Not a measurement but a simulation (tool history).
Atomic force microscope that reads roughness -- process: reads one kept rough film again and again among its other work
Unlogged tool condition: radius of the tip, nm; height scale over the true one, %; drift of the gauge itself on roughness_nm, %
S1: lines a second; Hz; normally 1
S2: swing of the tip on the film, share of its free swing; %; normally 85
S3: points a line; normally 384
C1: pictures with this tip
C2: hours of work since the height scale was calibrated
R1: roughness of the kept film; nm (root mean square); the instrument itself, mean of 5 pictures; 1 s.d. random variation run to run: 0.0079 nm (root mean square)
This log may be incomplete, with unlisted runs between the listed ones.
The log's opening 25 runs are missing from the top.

| run | hour | S1 | S2 | S3 | C1 | C2 | R1 |
|---|---|---|---|---|---|---|---|
| 26 | 433.2 | 3.48 | 69 | 365 | 66 | 569 | 3.624 |
| 27 | 446.3 | 2.33 | 69 | 576 | 89 | 576 | 3.705 |
|  | 453.8 | new tip fitted |
| 28 | 468.2 | 1 | 70 | 881 | 25 | 587 | 3.916 |
| 29 | 478.8 | 1 | 70 | 881 | 43 | 592 | 3.862 |
| 30 | 499.1 | 2.31 | 70 | 661 | 78 | 602 | 3.691 |
|  | 513.3 | new tip fitted |
| 31 | 515.6 | 1 | 86 | 384 | 4 | 610 | 3.781 |
| 32 | 533.4 | 3.56 | 85 | 636 | 35 | 619 | 3.304 |
| 33 | 545 | 1.64 | 72 | 451 | 55 | 625 | 3.784 |
| 34 | 562 | 1.09 | 63 | 556 | 85 | 634 | 3.835 |
|  | 571.4 | new tip fitted |
| 35 | 578.3 | 1.09 | 63 | 556 | 12 | 642 | 3.943 |
| 36 | 595.9 | 0.64 | 55 | 384 | 43 | 651 | 3.951 |
| 37 | 613.3 | 0.64 | 78 | 656 | 73 | 660 | 3.836 |
| 38 | 627.5 | 1 | 84 | 384 | 98 | 667 | 3.699 |
|  | 629.5 | new tip fitted |
| 39 | 643.4 | 1 | 81 | 384 | 25 | 675 | 3.814 |
| 40 | 662.4 | 0.56 | 85 | 892 | 57 | 684 | 3.813 |
| 41 | 675.6 | 0.56 | 85 | 892 | 81 | 691 | 3.798 |
|  | 687.4 | new tip fitted |
| 42 | 697.5 | 0.56 | 85 | 892 | 18 | 702 | 3.89 |
| 43 | 708.7 | 3.63 | 85 | 530 | 37 | 707 | 3.284 |
| 44 | 719.9 | 3.63 | 77 | 1010 | 57 | 713 | 3.473 |
| 45 | 744.4 | 0.76 | 77 | 1010 | 99 | 725 | 3.795 |
|  | 746.7 | new tip fitted |
| 46 | 767.1 | 2.21 | 77 | 303 | 36 | 737 | 3.666 |
| 47 | 781.1 | 1 | 90 | 420 | 60 | 744 | 3.663 |
|  | 804.6 | new tip fitted |
| 48 | 805.9 | 0.94 | 70 | 420 | 2 | 756 | 3.938 |

Branching from run 48: 3 alternative next runs. What would each branch give?
| A | 820.8 | 0.55 | 64 | 509 | 28 | 764 | ? |
| B | 820.8 | 0.94 | 80 | 420 | 28 | 764 | ? |
| C | 820.8 | 2.53 | 67 | 268 | 28 | 764 | ? |

| run | R1 |
|---|---|
| A | 3.954 |
| B | 3.825 |
| C | 3.769 |
Take away the tool's hidden state, keep each run's random variation, and the runs would have read:
| run | R1 |
|---|---|
| A | 4.029 |
| B | 3.897 |
| C | 3.84 |

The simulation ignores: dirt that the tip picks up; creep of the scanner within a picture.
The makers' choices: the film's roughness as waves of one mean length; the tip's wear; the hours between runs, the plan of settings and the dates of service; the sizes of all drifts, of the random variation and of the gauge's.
